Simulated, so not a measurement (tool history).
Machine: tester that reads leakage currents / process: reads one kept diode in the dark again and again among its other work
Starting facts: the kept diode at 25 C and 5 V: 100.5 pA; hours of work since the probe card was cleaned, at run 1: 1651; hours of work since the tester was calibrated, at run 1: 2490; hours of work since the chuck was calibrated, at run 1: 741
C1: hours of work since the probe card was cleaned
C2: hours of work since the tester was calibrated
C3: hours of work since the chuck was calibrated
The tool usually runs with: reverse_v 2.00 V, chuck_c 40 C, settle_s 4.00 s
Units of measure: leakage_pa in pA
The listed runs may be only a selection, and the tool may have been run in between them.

Run 1, hour 0.0: usual settings; C1 1651; C2 2490; C3 741. Result: leakage_pa 180.26 pA.
At hour 12.0: chuck's temperature calibrated.
Run 2, hour 71.6: usual settings but reverse_v 16.76 V; C1 1696; C2 2535; C3 39. Result: leakage_pa 621.02 pA.
Run 3, hour 205.2: usual settings; C1 1783; C2 2622; C3 125. Result: leakage_pa 188.47 pA.
At hour 254.8: chuck's temperature calibrated, once more.
Run 4, hour 333.8: usual settings; C1 1865; C2 2704; C3 51. Result: leakage_pa 169.40 pA.
Run 5, hour 403.1: usual settings; C1 1909; C2 2749; C3 96. Result: leakage_pa 169.04 pA.
Run 6, hour 511.2: usual settings; C1 1979; C2 2819; C3 166. Result: leakage_pa 170.33 pA.
Run 7, hour 627.8: usual settings; C1 2055; C2 2894; C3 241. Result: leakage_pa 171.99 pA.
Run 8, hour 713.6: usual settings but reverse_v 1.90 V; C1 2110; C2 2950; C3 297. Result: leakage_pa 167.15 pA.
Run 9, hour 811.1: usual settings but reverse_v 1.90 V; C1 2173; C2 3013; C3 360. Result: leakage_pa 168.12 pA.
Run 10, hour 919.1: usual settings but reverse_v 2.93 V, chuck_c 32 C, settle_s 2.39 s; C1 2243; C2 3083; C3 430. Result: leakage_pa 127.98 pA.

Run 11 is up next; what results do you expect?
Run 11, hour 1047.1: usual settings but reverse_v 3.36 V, chuck_c 41 C; C1 2326; C2 3165; C3 513. Result: leakage_pa ?.

leakage_pa: 250.35 pA
Without the tool's hidden state the same run would have given leakage_pa 242.13 pA.

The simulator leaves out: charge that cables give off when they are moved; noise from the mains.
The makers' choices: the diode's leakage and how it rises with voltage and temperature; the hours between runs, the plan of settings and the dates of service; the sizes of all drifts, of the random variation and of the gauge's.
